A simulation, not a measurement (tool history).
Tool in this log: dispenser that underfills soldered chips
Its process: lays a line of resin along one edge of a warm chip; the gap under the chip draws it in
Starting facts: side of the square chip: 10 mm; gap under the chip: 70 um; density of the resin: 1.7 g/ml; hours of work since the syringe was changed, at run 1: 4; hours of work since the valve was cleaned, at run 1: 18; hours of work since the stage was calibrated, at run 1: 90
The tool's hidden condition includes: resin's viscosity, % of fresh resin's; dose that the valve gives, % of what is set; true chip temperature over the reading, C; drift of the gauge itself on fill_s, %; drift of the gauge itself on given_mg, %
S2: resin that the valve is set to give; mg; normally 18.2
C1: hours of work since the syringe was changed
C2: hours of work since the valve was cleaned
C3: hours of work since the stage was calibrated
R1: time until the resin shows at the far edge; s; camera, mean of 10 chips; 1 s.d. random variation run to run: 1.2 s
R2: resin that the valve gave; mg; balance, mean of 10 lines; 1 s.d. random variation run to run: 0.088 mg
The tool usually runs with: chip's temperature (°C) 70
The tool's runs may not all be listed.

{"run": 1, "hour": 0.0, "chip's temperature (°C)": 70, "S2": 18.2, "C1": 4, "C2": 18, "C3": 90, "R1": 170.7, "R2": 17.96}
{"hour": 2.5, "done": "new syringe of resin"}
{"run": 2, "hour": 3.9, "chip's temperature (°C)": 67, "S2": 18.2, "C1": 1, "C2": 21, "C3": 92, "R1": 140.6, "R2": 17.93}
{"run": 3, "hour": 7.5, "chip's temperature (°C)": 70, "S2": 18.2, "C1": 3, "C2": 23, "C3": 94, "R1": 153.4, "R2": 17.79}
{"hour": 12.0, "done": "new syringe of resin"}
{"run": 4, "hour": 13.0, "chip's temperature (°C)": 70, "S2": 18.2, "C1": 1, "C2": 26, "C3": 97, "R1": 122.8, "R2": 17.8}
{"run": 5, "hour": 17.9, "chip's temperature (°C)": 58, "S2": 18.2, "C1": 4, "C2": 29, "C3": 101, "R1": 244.9, "R2": 18.0}
{"hour": 21.3, "done": "new syringe of resin"}
{"run": 6, "hour": 23.6, "chip's temperature (°C)": 55, "S2": 18.2, "C1": 1, "C2": 33, "C3": 104, "R1": 229.8, "R2": 17.84}
{"run": 7, "hour": 28.5, "chip's temperature (°C)": 55, "S2": 18.2, "C1": 5, "C2": 36, "C3": 107, "R1": 299.7, "R2": 17.71}
{"hour": 30.9, "done": "new syringe of resin"}
{"run": 8, "hour": 33.1, "chip's temperature (°C)": 55, "S2": 17.1, "C1": 1, "C2": 39, "C3": 110, "R1": 231.8, "R2": 16.73}
{"run": 9, "hour": 37.9, "chip's temperature (°C)": 55, "S2": 17.1, "C1": 4, "C2": 42, "C3": 113, "R1": 303.3, "R2": 16.74}
{"hour": 40.6, "done": "new syringe of resin"}
{"run": 10, "hour": 43.5, "chip's temperature (°C)": 55, "S2": 17.1, "C1": 2, "C2": 45, "C3": 116, "R1": 238.4, "R2": 16.7}
{"run": 11, "hour": 46.4, "chip's temperature (°C)": 70, "S2": 18.2, "C1": 4, "C2": 47, "C3": 118, "R1": 159.7, "R2": 17.53}
{"hour": 49.9, "done": "new syringe of resin"}
{"run": 12, "hour": 50.1, "chip's temperature (°C)": 70, "S2": 18.2, "C1": 0, "C2": 49, "C3": 120, "R1": 115.5, "R2": 17.62}
{"run": 13, "hour": 55.4, "chip's temperature (°C)": 70, "S2": 18.2, "C1": 3, "C2": 52, "C3": 124, "R1": 156.9, "R2": 17.62}
{"run": 14, "hour": 58.5, "chip's temperature (°C)": 68, "S2": 20.6, "C1": 5, "C2": 54, "C3": 126, "R1": 194.1, "R2": 19.77}

Predict the results of run 15:
{"hour": 59.1, "done": "new syringe of resin"}
{"run": 15, "hour": 62.1, "chip's temperature (°C)": 75, "S2": 16.4, "C1": 2, "C2": 57, "C3": 128, "R1": "?", "R2": "?"}

{"run 15": {"R1": 118.0, "R2": 15.89}}
Were there no unlogged condition in the tool, this run, its random variation unchanged, would have produced R1 101.1 s, R2 16.50 mg.
